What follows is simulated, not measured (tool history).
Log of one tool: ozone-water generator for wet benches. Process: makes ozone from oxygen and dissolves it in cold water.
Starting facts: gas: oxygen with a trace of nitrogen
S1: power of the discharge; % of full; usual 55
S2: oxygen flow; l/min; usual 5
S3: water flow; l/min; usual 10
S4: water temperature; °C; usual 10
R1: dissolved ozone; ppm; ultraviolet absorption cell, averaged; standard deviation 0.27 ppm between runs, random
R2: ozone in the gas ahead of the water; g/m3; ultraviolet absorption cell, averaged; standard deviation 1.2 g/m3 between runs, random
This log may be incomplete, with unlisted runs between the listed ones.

run,hour,S1,S2,S3,S4,R1,R2
1,0,55,5,10,10,35,196.2
2,105,55,5,10,10,34.7,196.3
3,190.3,55,5,10,10,34.4,196.2
# hour 325: water thermometer calibrated
4,326.5,55,5,10,10,34.5,197
5,470.1,55,5,10,10,34.4,195.2
# hour 536.7: contactor cleaned
6,539.4,55,5,10,9,34,193.7
7,636.6,55,5,10,9,34,190.7
8,713.8,55,5,10,9,33.3,191.5
9,836.1,55,5,10,9,33.2,190.1

For run 10, what comes out?
10,901.2,55,5,10,9,?,?

Run 10 measured R1 32.7 ppm, R2 191.8 g/m3.
On a tool with no hidden condition, and with the same random variation, this run would have come out at R1 41.4 ppm, R2 221 g/m3.

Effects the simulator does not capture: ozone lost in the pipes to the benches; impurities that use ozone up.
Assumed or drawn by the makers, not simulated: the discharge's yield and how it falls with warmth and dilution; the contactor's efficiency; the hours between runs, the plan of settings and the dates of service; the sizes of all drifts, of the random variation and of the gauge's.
